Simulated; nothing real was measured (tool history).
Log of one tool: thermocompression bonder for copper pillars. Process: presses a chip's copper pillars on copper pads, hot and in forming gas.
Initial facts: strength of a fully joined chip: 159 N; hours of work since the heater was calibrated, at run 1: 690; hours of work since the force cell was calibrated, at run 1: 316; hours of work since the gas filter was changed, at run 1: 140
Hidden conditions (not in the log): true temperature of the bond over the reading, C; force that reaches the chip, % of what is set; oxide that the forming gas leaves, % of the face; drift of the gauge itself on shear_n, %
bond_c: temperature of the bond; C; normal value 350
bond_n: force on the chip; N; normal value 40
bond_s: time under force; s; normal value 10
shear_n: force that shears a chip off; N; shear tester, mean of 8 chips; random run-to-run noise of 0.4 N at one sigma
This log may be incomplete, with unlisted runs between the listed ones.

run	day	bond_c	bond_n	bond_s	hours of work since the heater was calibrated	hours of work since the force cell was calibrated	hours of work since the gas filter was changed	shear_n
1	0.000	350	40	10	690	316	140	65.8
2	0.488	350	40	10	695	321	145	65.8
3	0.817	350	40	10	698	325	149	66.2
4	1.425	374	40	10	705	332	155	83.5
5	1.979	374	40	10	711	338	161	83.9
6	2.575	350	40	10	717	344	168	67.0
7	3.129	350	40	10	723	350	173	67.3
8	3.758	350	40	10	730	357	180	65.9
9	4.079	350	40	10	733	360	184	66.0
10	4.488	350	40	16	738	364	188	77.9
11	4.825	350	40	16	742	368	192	78.0
12	5.525	350	40	16	749	376	199	77.5
13	5.904	350	40	16	753	380	203	78.4
14	6.412	350	40	10	759	385	209	66.2
15	7.062	350	40	10	766	392	216	65.3
16	7.379	350	40	10	769	396	219	66.6
17	7.992	350	40	10	776	402	226	66.3
# day 8.450: forming gas filter changed
18	8.450	350	40	10	780	407	0	67.2
19	8.788	350	40	25	784	411	4	92.0
20	9.221	338	40	10	789	415	8	59.2
21	9.550	338	40	10	792	419	12	59.1
22	10.050	347	40	6	798	424	17	53.3
23	10.633	379	40	10	804	430	23	90.6
24	11.292	379	40	10	811	438	31	88.8
25	11.800	379	40	10	816	443	36	88.9
26	12.400	329	31	8	823	450	43	39.0
27	12.758	356	29	10	827	453	46	57.1
28	13.442	343	40	13	834	461	54	68.9
29	14.088	343	40	13	841	468	61	69.2
30	14.604	350	40	19	847	473	66	84.7
31	15.000	350	40	6	851	478	71	55.1
32	15.575	350	40	6	857	484	77	55.5
33	16.321	341	40	25	865	492	85	85.6
34	16.721	372	48	25	869	496	89	120.0

Run 35 comes next. What will it give?
35	17.079	323	48	26	873	500	93	?

{"run 35": {"shear_n": 80.9}}
Minus the tool's unlogged condition, the same run would have read shear_n 78.0 N.
